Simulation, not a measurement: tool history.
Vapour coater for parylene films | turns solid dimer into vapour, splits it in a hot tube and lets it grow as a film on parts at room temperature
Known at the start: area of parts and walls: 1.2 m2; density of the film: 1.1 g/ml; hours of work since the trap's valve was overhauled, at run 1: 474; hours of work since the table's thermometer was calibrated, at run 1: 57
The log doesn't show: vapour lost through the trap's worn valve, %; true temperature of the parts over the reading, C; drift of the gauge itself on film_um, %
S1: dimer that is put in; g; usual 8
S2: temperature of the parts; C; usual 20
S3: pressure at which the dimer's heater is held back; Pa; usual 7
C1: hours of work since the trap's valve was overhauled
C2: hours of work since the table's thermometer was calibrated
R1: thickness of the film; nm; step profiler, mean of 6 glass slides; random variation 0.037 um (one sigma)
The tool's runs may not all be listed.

run,hour,S1,S2,S3,C1,C2,R1
1,0,8,20,7,474,57,4110
2,16,11,20,7,481,64,5730
3,28.3,11,20,7,486,69,5740
4,44.6,11,20,7,493,76,5700
5,58.8,11,20,7,499,82,5710
6,68.1,11,20,7,503,86,5700
7,80,11,20,7,508,91,5760
8,92.9,8,20,5.31,513,96,4170
9,108.8,8,20,5.31,520,103,4150
10,125.5,8,20,5.31,527,110,4180
11,136.6,8,20,2.55,532,115,4350
12,154.2,8,20,2.33,539,122,4380
13,164.4,8,32,2.33,544,127,3560
14,175.1,8,20,2.33,548,131,4320
15,185.8,8,20,7,553,136,4130
16,199.5,8,20,7,558,142,4110
17,215.5,8,20,7,565,149,4050
18,224.3,8,20,7,569,152,4140
19,232.9,8,18,7,573,156,4300
20,245,8,18,7,578,161,4280
21,254.1,8,21,7,582,165,4060
22,266,8,21,7,587,170,4080
23,279,8,21,7,592,175,4070
# hour 284: trap's valve overhauled
24,301.2,9,20,7,7,183,4940
25,312.7,4,14,7,12,188,2410
26,323.7,11,14,6.04,17,193,6720
27,334.7,11,14,6.04,22,197,6670
28,348.9,5,20,7,28,203,2730
29,364.6,4,28,2.57,34,210,2030
30,377.5,4,28,2.57,40,216,2010
31,395.6,4,28,2.57,47,223,1990
32,412.8,4,28,2.57,55,231,2030
33,431.1,4,28,2.57,62,238,2020
34,445.3,5,30,7,68,244,2290
35,463.1,4,30,4.19,76,252,1900
36,480.7,3,17,7.48,84,259,1700
37,490.3,13,17,7.48,88,263,7290
38,499.3,6,29,3.41,91,267,2890
39,513.1,5,20,10.12,97,273,2630
40,522.5,12,16,4.18,101,277,7030
41,530.2,12,16,4.18,105,280,6980
42,548.5,6,28,4.75,112,288,2930
43,562.3,8,15,8.9,118,294,4590
44,572,10,19,2.08,122,298,5780
45,587.4,7,20,3.87,129,305,3850
46,602.9,7,29,5.37,135,311,3260
47,619.4,13,13,9.29,142,318,7740

Hidden state or all else? Some run-to-run changes of R1, split into what the settings, what came in and random variation would give without the hidden state, and what is left for the hidden state (with any gauge scatter that isn't in both results):
Run 23 -> 24: S1 8 -> 9, S2 21 -> 20, trap's valve overhauled. R1 +870 nm: hidden state +220, all else +650.
Run 36 -> 37: S1 3 -> 13. R1 +5590 nm: hidden state -100, all else +5690.
Run 37 -> 38: S1 13 -> 6, S2 17 -> 29, S3 7.48 -> 3.41. R1 -4400 nm: hidden state +70, all else -4470.
Run 46 -> 47: S1 7 -> 13, S2 29 -> 13, S3 5.37 -> 9.29. R1 +4480 nm: hidden state -100, all else +4580.
